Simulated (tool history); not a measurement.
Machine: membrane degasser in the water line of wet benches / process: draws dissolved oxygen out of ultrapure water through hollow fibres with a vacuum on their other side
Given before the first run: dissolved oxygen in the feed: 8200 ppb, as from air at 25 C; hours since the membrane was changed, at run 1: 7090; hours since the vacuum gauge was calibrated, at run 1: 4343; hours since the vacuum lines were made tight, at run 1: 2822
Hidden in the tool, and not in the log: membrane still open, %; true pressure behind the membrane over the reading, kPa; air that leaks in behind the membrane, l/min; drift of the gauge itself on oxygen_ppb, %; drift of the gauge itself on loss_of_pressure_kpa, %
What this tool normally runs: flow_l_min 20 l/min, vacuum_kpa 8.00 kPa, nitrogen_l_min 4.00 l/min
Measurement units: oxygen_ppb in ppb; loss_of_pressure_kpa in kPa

| run | hour | flow_l_min | vacuum_kpa | nitrogen_l_min | hours since the membrane was changed | hours since the vacuum gauge was calibrated | hours since the vacuum lines were made tight | oxygen_ppb | loss_of_pressure_kpa |
|---|---|---|---|---|---|---|---|---|---|
| 1 | 0.0 | 20 | 8.00 | 4.00 | 7090 | 4343 | 2822 | 64.1 | 56.39 |
| 2 | 201.7 | 20 | 8.00 | 4.00 | 7292 | 4545 | 3023 | 64.3 | 56.02 |
| 3 | 307.9 | 20 | 8.00 | 4.00 | 7398 | 4651 | 3129 | 64.3 | 55.88 |
| 4 | 433.2 | 20 | 8.00 | 4.00 | 7523 | 4776 | 3255 | 63.3 | 55.96 |
| 5 | 649.6 | 17 | 8.00 | 4.00 | 7740 | 4992 | 3471 | 52.6 | 47.43 |
| 6 | 847.5 | 20 | 8.00 | 4.00 | 7938 | 5190 | 3669 | 64.8 | 56.27 |
| 7 | 1085.6 | 20 | 8.00 | 4.00 | 8176 | 5428 | 3907 | 63.3 | 56.16 |
| 8 | 1204.9 | 20 | 8.00 | 4.00 | 8295 | 5548 | 4026 | 64.0 | 56.11 |
| 9 | 1359.6 | 20 | 8.00 | 4.00 | 8450 | 5702 | 4181 | 64.6 | 56.65 |
| 10 | 1491.9 | 20 | 8.00 | 4.00 | 8582 | 5835 | 4314 | 62.8 | 56.28 |
| 11 | 1640.4 | 20 | 8.00 | 4.00 | 8731 | 5983 | 4462 | 64.7 | 56.36 |
| 12 | 1836.2 | 20 | 8.00 | 4.00 | 8926 | 6179 | 4658 | 65.5 | 56.38 |
| 13 | 2062.4 | 20 | 8.00 | 4.00 | 9153 | 6405 | 4884 | 64.9 | 56.61 |
| 14 | 2254.7 | 20 | 12.00 | 2.11 | 9345 | 6598 | 5076 | 202.5 | 56.18 |
|  | 2266.7 | vacuum gauge calibrated |
| 15 | 2453.4 | 20 | 12.00 | 2.11 | 9543 | 187 | 5274 | 204.9 | 56.50 |
| 16 | 2572.0 | 27 | 5.88 | 5.69 | 9662 | 305 | 5393 | 47.5 | 76.22 |
| 17 | 2682.3 | 27 | 5.88 | 5.69 | 9772 | 416 | 5503 | 47.9 | 76.26 |
| 18 | 2891.1 | 21 | 11.08 | 2.96 | 9981 | 624 | 5712 | 145.7 | 59.22 |
| 19 | 3026.7 | 21 | 11.08 | 2.96 | 10116 | 760 | 5848 | 143.9 | 59.77 |
| 20 | 3124.6 | 20 | 8.00 | 5.41 | 10214 | 858 | 5946 | 50.0 | 56.80 |
| 21 | 3245.3 | 20 | 8.00 | 5.41 | 10335 | 979 | 6066 | 50.4 | 56.49 |
| 22 | 3429.3 | 20 | 15.92 | 9.94 | 10519 | 1163 | 6250 | 68.2 | 56.66 |
|  | 3611.0 | vacuum gauge calibrated, once more |
| 23 | 3639.6 | 20 | 15.92 | 9.94 | 10729 | 29 | 6460 | 67.2 | 56.58 |
| 24 | 3821.9 | 30 | 9.85 | 3.31 | 10911 | 211 | 6642 | 160.5 | 85.28 |

Alternative continuations, all from the tool just after run 24; predict every row:
| A | 3973.5 | 20 | 9.29 | 4.00 | 11063 | 363 | 6794 | ? | ? |
| B | 3973.5 | 28 | 12.36 | 3.58 | 11063 | 363 | 6794 | ? | ? |
| C | 3973.5 | 30 | 6.56 | 3.31 | 11063 | 363 | 6794 | ? | ? |
| D | 3973.5 | 30 | 9.85 | 9.95 | 11063 | 363 | 6794 | ? | ? |

| run | oxygen_ppb | loss_of_pressure_kpa |
|---|---|---|
| A | 79.2 | 56.60 |
| B | 183.9 | 79.43 |
| C | 93.0 | 85.44 |
| D | 70.0 | 84.61 |
With no hidden state in the tool, these same runs would have given:
| run | oxygen_ppb | loss_of_pressure_kpa |
|---|---|---|
| A | 76.7 | 54.24 |
| B | 178.1 | 76.13 |
| C | 87.0 | 81.90 |
| D | 64.6 | 81.09 |
